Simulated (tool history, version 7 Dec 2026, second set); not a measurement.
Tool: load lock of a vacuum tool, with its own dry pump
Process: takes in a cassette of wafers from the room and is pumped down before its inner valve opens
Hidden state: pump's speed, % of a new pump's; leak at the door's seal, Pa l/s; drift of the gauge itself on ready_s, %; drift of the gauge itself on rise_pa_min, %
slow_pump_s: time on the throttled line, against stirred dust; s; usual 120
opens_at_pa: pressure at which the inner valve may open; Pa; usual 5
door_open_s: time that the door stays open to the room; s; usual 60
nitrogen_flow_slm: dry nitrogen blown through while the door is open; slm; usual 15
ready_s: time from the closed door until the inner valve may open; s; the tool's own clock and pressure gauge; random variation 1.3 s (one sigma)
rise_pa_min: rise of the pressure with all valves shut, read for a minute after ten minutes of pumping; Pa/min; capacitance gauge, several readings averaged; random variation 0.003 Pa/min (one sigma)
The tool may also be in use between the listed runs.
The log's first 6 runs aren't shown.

run	hour	slow_pump_s	opens_at_pa	door_open_s	nitrogen_flow_slm	hours that the pump has run since its overhaul	times that the door has closed on its seal	incoming humidity of the room's air, %	ready_s	rise_pa_min
# hour 932.9: door's seal changed, seat wiped
7	1011.6	120	5	60	15	1546	218	43.8	207.3	0.051
8	1273.7	120	5	60	15	1808	944	44.8	205.4	0.055
9	1541.5	120	5	60	15	2076	1685	45.1	209.0	0.069
10	1748.7	120	5	60	15	2283	2259	43.6	205.7	0.080
11	1917.4	210	5	60	15	2452	2726	45.7	275.9	0.087
12	2061.8	210	5	60	15	2596	3126	46.5	276.0	0.090
13	2206.3	210	5	60	15	2741	3526	44.7	278.4	0.093
14	2473.0	70	5	60	15	3007	4265	45.3	166.9	0.112
15	2600.4	70	5	60	15	3135	4618	45.1	167.8	0.119
16	2815.2	70	5	60	15	3350	5213	44.2	167.2	0.130
17	3090.7	70	5	60	15	3625	5976	43.3	169.3	0.143
18	3360.8	70	5	60	15	3895	6724	44.2	166.7	0.163
19	3528.6	70	5	60	15	4063	7189	45.8	169.9	0.174

Run 20 comes next. What will it give?
20	3803.1	163	5	60	15	4337	7949	44.8	?	?

Run 20 gave ready_s 241.6 s, rise_pa_min 0.192 Pa/min.
Without the tool's hidden state the same run would have given ready_s 239.6 s, rise_pa_min 0.048 Pa/min.

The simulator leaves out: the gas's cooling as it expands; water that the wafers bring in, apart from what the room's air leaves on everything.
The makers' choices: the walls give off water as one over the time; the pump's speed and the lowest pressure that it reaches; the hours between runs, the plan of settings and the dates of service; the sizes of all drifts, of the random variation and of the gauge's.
